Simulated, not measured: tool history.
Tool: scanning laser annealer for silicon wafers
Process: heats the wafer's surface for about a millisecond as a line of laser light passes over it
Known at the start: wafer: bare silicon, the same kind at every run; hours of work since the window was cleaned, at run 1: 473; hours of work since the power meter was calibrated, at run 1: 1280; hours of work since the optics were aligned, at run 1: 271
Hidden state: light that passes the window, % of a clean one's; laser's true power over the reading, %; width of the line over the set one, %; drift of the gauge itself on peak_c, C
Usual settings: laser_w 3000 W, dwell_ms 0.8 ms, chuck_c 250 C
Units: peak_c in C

run	hour	laser_w	dwell_ms	chuck_c	hours of work since the window was cleaned	hours of work since the power meter was calibrated	hours of work since the optics were aligned	peak_c
1	0	3000	0.8	250	473	1280	271	962
2	59.3	3000	0.8	250	514	1320	312	959
3	104.8	3000	0.688	250	545	1352	343	904
4	163.6	3000	0.688	250	585	1392	384	904
# hour 169.9: window over the wafer cleaned
5	210.4	3000	0.688	250	28	1423	414	908
6	243	3000	0.688	250	50	1445	437	905
7	279.4	3000	0.688	250	75	1470	462	907
8	311.4	3000	0.688	250	97	1492	484	908
9	349	3000	0.8	250	123	1518	510	968
10	393.6	3000	0.8	250	154	1549	540	967
11	458.6	3000	0.8	250	198	1594	585	964
12	517	3000	0.859	250	238	1634	625	994
13	557.3	3000	0.859	250	266	1661	653	998
14	620.7	3000	0.859	250	310	1705	696	991
15	661.1	3000	0.8	239	338	1733	724	954
16	723.4	3000	0.579	239	380	1775	767	835
17	788.1	3000	0.579	239	425	1820	811	833
# hour 818.5: optics aligned, line set to its width
18	850.7	3000	0.999	257	464	1859	22	1069
19	917.1	3000	0.833	262	510	1905	68	994
20	969.3	3000	0.833	262	546	1941	104	991
# hour 1031.9: window over the wafer cleaned
21	1038.5	3000	0.854	286	5	1987	150	1026
22	1079.5	3000	0.854	286	33	2015	178	1029
23	1139.3	2580	0.65	250	74	2056	219	795
24	1201.2	2580	0.65	250	116	2099	262	796
25	1248.8	2580	0.65	250	149	2132	294	794

3 ways to go on from here, each from the tool as it stands after run 25. What would each give?
A	1277.6	2866	0.695	250	169	2151	314	?
B	1277.6	2849	0.65	227	169	2151	314	?
C	1277.6	2580	0.585	223	169	2151	314	?

run	peak_c
A	878
B	829
C	736
Without the tool's hidden state the same runs would have given:
run	peak_c
A	878
B	829
C	736
